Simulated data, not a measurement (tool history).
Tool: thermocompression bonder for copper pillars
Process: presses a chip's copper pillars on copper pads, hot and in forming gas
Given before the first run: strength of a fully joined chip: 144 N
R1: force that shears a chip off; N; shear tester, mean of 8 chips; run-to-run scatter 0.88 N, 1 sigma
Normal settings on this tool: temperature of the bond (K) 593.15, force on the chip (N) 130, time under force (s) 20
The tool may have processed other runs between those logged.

Run 1, hour 0: usual settings. Result: R1 71.4 N.
Run 2, hour 5.8: usual settings. Result: R1 70.8 N.
Run 3, hour 10.7: usual settings. Result: R1 71.3 N.
Run 4, hour 16.8: usual settings. Result: R1 71.9 N.
Run 5, hour 23.7: usual settings. Result: R1 72.6 N.
Run 6, hour 31.6: usual settings. Result: R1 69.9 N.
Run 7, hour 38.2: usual settings. Result: R1 72 N.
Run 8, hour 45.4: usual settings. Result: R1 70.9 N.
Run 9, hour 50.7: usual settings but force on the chip (N) 169. Result: R1 81.9 N.
Run 10, hour 58: usual settings but time under force (s) 27. Result: R1 79 N.
Run 11, hour 64.5: usual settings but temperature of the bond (K) 618.15, force on the chip (N) 175, time under force (s) 49. Result: R1 119.4 N.
Run 12, hour 69: usual settings but temperature of the bond (K) 618.15, force on the chip (N) 175, time under force (s) 49. Result: R1 117.9 N.
Run 13, hour 76.6: usual settings but temperature of the bond (K) 618.15, force on the chip (N) 123, time under force (s) 39. Result: R1 99.5 N.
Run 14, hour 85.1: usual settings but temperature of the bond (K) 618.15, force on the chip (N) 123, time under force (s) 39. Result: R1 98.6 N.
Run 15, hour 93.2: usual settings but force on the chip (N) 167. Result: R1 80.4 N.
Run 16, hour 98: usual settings but temperature of the bond (K) 564.15, time under force (s) 17. Result: R1 54.1 N.
Run 17, hour 105.3: usual settings but temperature of the bond (K) 616.15, force on the chip (N) 134. Result: R1 83 N.
Run 18, hour 111.9: usual settings but temperature of the bond (K) 608.15. Result: R1 80.4 N.
Run 19, hour 120.7: usual settings but temperature of the bond (K) 620.15, force on the chip (N) 99, time under force (s) 36. Result: R1 89 N.
Run 20, hour 129.2: usual settings but temperature of the bond (K) 592.15, force on the chip (N) 112, time under force (s) 28. Result: R1 73 N.

What if the next run were any one of these 5? Each begins from the tool's condition after run 20:
Run A, hour 139.3: usual settings but temperature of the bond (K) 566.15, force on the chip (N) 132, time under force (s) 46. Result: R1 ?.
Run B, hour 139.3: usual settings but temperature of the bond (K) 595.15, force on the chip (N) 181, time under force (s) 37. Result: R1 ?.
Run C, hour 139.3: usual settings but temperature of the bond (K) 617.15, force on the chip (N) 165, time under force (s) 49. Result: R1 ?.
Run D, hour 139.3: usual settings but temperature of the bond (K) 597.15, force on the chip (N) 94, time under force (s) 28. Result: R1 ?.
Run E, hour 139.3: usual settings but temperature of the bond (K) 592.15, force on the chip (N) 112, time under force (s) 17. Result: R1 ?.

run     R1
  A   77.9
  B  103.2
  C  113.6
  D   70.6
  E   60.6
The same runs, with their run-to-run variation unchanged, on a tool lacking any hidden condition would have given:
run     R1
  A   78.4
  B  103.7
  C  114.2
  D   71.1
  E   60.9
